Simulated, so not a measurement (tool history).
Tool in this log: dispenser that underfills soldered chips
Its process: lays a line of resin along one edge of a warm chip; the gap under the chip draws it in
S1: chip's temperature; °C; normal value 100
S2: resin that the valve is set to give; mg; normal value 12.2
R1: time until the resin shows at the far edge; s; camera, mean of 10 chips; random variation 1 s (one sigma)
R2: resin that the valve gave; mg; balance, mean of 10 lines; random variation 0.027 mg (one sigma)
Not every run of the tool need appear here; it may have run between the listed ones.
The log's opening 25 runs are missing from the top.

At hour 114.9: new syringe of resin.
Run 26, hour 119.4: usual settings but S1 109 °C. Result: R1 88.4 s, R2 12.04 mg.
Run 27, hour 123.1: usual settings but S1 109 °C. Result: R1 104.6 s, R2 12.05 mg.
At hour 126.3: new syringe of resin.
Run 28, hour 126.5: usual settings but S1 109 °C. Result: R1 75.2 s, R2 11.95 mg.
Run 29, hour 129.5: usual settings but S2 11.4 mg. Result: R1 113.8 s, R2 11.18 mg.
Run 30, hour 132.7: usual settings but S1 91 °C, S2 10.4 mg. Result: R1 177.3 s, R2 10.24 mg.
Run 31, hour 136.2: usual settings but S1 91 °C, S2 10.4 mg. Result: R1 210.2 s, R2 10.17 mg.
At hour 137.8: new syringe of resin.
Run 32, hour 140.4: usual settings but S1 93 °C, S2 11.9 mg. Result: R1 133.4 s, R2 11.64 mg.
Run 33, hour 144.8: usual settings but S1 109 °C, S2 13.1 mg. Result: R1 100.1 s, R2 12.80 mg.
At hour 149.3: new syringe of resin.
Run 34, hour 149.9: usual settings but S1 86 °C, S2 12.5 mg. Result: R1 153.5 s, R2 12.16 mg.
Run 35, hour 156.1: usual settings but S1 93 °C, S2 11.0 mg. Result: R1 168.5 s, R2 10.73 mg.

Alternative continuations, all from the tool just after run 35; predict every row:
Run A, hour 159.9: usual settings but S1 95 °C, S2 13.3 mg. Result: R1 ?, R2 ?.
Run B, hour 159.9: usual settings but S1 112 °C, S2 14.2 mg. Result: R1 ?, R2 ?.
Run C, hour 159.9: usual settings but S1 109 °C, S2 13.4 mg. Result: R1 ?, R2 ?.
Run D, hour 159.9: usual settings but S1 104 °C, S2 13.9 mg. Result: R1 ?, R2 ?.
Run E, hour 159.9: usual settings but S1 92 °C, S2 11.0 mg. Result: R1 ?, R2 ?.

run     R1     R2
  A  178.7  12.93
  B  103.4  13.78
  C  114.1  13.00
  D  134.1  13.49
  E  201.5  10.67
Without the tool's hidden state the same runs would have given:
run     R1     R2
  A  115.4  13.32
  B   66.4  14.20
  C   73.2  13.39
  D   86.5  13.90
  E  129.1  10.99
